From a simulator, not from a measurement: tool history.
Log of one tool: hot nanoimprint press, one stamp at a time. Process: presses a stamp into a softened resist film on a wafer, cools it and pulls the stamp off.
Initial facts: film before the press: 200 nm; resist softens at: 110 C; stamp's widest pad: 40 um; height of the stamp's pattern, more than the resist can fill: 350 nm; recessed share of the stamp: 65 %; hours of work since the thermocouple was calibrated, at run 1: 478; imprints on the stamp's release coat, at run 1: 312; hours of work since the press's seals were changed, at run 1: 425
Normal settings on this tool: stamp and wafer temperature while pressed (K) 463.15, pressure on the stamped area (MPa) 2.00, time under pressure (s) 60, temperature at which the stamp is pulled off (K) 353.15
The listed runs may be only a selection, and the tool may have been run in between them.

run	hour	stamp and wafer temperature while pressed (K)	pressure on the stamped area (MPa)	time under pressure (s)	temperature at which the stamp is pulled off (K)	hours of work since the thermocouple was calibrated	imprints on the stamp's release coat	hours of work since the press's seals were changed	resist left under the stamp's widest pad (nm)	greatest force while the stamp is pulled off (N)
1	0.0	463.15	2.00	60	353.15	478	312	425	78.4	140
2	8.8	463.15	2.00	60	347.15	483	334	431	78.3	140
3	25.7	463.15	2.00	60	353.15	493	375	441	78.4	138
4	41.1	463.15	3.08	60	353.15	503	413	450	60.2	134
5	51.0	463.15	3.08	60	353.15	509	437	456	61.3	139
6	67.5	463.15	2.52	60	353.15	519	477	466	67.9	139
7	82.1	463.15	2.52	60	353.15	527	512	475	69.2	140
8	97.1	463.15	2.52	60	341.15	537	549	484	68.6	152
9	114.6	463.15	2.00	60	353.15	547	591	495	78.6	141
10	129.6	463.15	2.00	60	353.15	556	628	504	78.6	148
11	146.2	463.15	2.00	60	353.15	566	669	514	80.0	145
# hour 159.9: plate thermocouple calibrated
12	161.5	463.15	2.00	60	353.15	1	698	521	72.3	145
13	182.5	463.15	1.94	60	353.15	14	749	534	76.5	149
14	196.0	455.15	1.94	60	353.15	22	782	542	95.4	148
15	210.4	455.15	1.94	60	353.15	31	817	551	95.7	148
16	229.5	455.15	1.94	60	353.15	42	864	562	96.0	151
17	242.5	456.15	2.20	62	338.15	50	895	570	85.7	172
18	264.1	456.15	2.20	62	338.15	63	948	583	86.3	172
19	280.2	456.15	2.20	62	346.15	73	987	593	85.6	159
20	299.5	463.15	2.03	60	353.15	84	1034	605	74.7	152
21	318.7	471.15	2.00	43	352.15	96	1081	616	66.9	152
22	340.0	471.15	2.00	66	353.15	109	1133	629	58.3	163
23	354.4	471.15	2.00	66	353.15	118	1168	638	59.3	161
# hour 375.2: stamp cleaned and given a new release coat
24	375.2	471.15	2.00	44	354.15	126	0	647	67.1	124
25	392.8	463.15	3.08	60	345.15	137	43	657	58.6	132
26	406.7	474.15	2.00	60	353.15	146	77	666	56.4	122
27	421.0	452.15	3.04	60	340.15	154	112	674	83.6	139
28	442.5	463.15	1.35	90	353.15	167	164	687	84.6	129
29	460.8	462.15	2.00	74	352.15	178	208	698	72.1	128
30	475.1	453.15	2.00	60	355.15	187	243	707	102.7	128
31	489.4	469.15	2.00	60	355.15	196	278	716	64.3	125

For each entry between runs, how does the tool's hidden state at the last listed run before it compare with that at the first listed run after it?
After run 11, before run 12: plate thermocouple calibrated (hour 159.9)
  true temperature over the reading, C: -2.42 -> -0.2; pressure that arrives at the usual setting, %: 98.02 -> 97.99; grip of the stamp's worn release coat, % over a new coat's: 16.8 -> 17.6
  measured less the result without the state, resist left under the stamp's widest pad (nm): +6.3 -> +1.3; greatest force while the stamp is pulled off (N): +23 -> +21
After run 23, before run 24: stamp cleaned and given a new release coat (hour 375.2)
  true temperature over the reading, C: -0.67 -> -0.71; pressure that arrives at the usual setting, %: 97.44 -> 97.4; grip of the stamp's worn release coat, % over a new coat's: 30.2 -> 0
  measured less the result without the state, resist left under the stamp's widest pad (nm): +2.0 -> +2.3; greatest force while the stamp is pulled off (N): +38 -> +1
